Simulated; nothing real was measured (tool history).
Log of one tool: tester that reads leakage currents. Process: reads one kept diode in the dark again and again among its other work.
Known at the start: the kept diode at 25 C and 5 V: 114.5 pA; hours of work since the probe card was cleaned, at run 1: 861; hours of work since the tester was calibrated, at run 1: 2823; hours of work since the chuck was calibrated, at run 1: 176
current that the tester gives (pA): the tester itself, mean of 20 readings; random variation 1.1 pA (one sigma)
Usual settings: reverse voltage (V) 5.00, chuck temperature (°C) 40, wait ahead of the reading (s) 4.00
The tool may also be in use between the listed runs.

| run | day | reverse voltage (V) | chuck temperature (°C) | wait ahead of the reading (s) | hours of work since the probe card was cleaned | hours of work since the tester was calibrated | hours of work since the chuck was calibrated | current that the tester gives (pA) |
|---|---|---|---|---|---|---|---|---|
| 1 | 0.000 | 5.00 | 40 | 4.00 | 861 | 2823 | 176 | 370.14 |
|  | 5.492 | tester calibrated |
| 2 | 10.154 | 5.00 | 40 | 4.00 | 1051 | 88 | 367 | 363.24 |
| 3 | 19.421 | 5.00 | 40 | 4.00 | 1227 | 264 | 542 | 361.06 |
| 4 | 31.092 | 5.00 | 40 | 4.00 | 1448 | 484 | 763 | 353.43 |
| 5 | 41.196 | 5.00 | 40 | 4.00 | 1639 | 676 | 954 | 349.60 |
| 6 | 50.808 | 5.00 | 40 | 4.00 | 1821 | 858 | 1136 | 344.79 |
| 7 | 61.558 | 5.00 | 22 | 4.00 | 2024 | 1061 | 1340 | 87.26 |
| 8 | 73.771 | 2.93 | 46 | 2.96 | 2255 | 1292 | 1571 | 425.24 |
|  | 76.346 | probe card cleaned and baked |
| 9 | 82.983 | 7.55 | 24 | 4.00 | 126 | 1464 | 1743 | 102.31 |
|  | 84.250 | chuck's temperature calibrated |
| 10 | 93.958 | 3.23 | 24 | 8.56 | 332 | 1670 | 184 | 90.44 |
| 11 | 99.375 | 5.00 | 55 | 4.00 | 434 | 1773 | 286 | 1072.92 |
| 12 | 107.938 | 10.89 | 44 | 0.32 | 596 | 1935 | 448 | 651.86 |

Measured less the same run without the tool's hidden state. The same run-to-run variation is in both; the gauge's scatter may not be:
The hidden state here: stray current of the dirty probe card, pA a volt; current scale over the true one, %; true chuck temperature over the reading, C; drift of the gauge itself on leakage_pa, %.
| run | current that the tester gives (pA) |
|---|---|
| 1 | -5.19 |
| 2 | -8.87 |
| 3 | -13.99 |
| 4 | -19.81 |
| 5 | -24.12 |
| 6 | -29.19 |
| 7 | -1.75 |
| 8 | -58.03 |
| 9 | -19.36 |
| 10 | -0.71 |
| 11 | -25.06 |
| 12 | -20.86 |
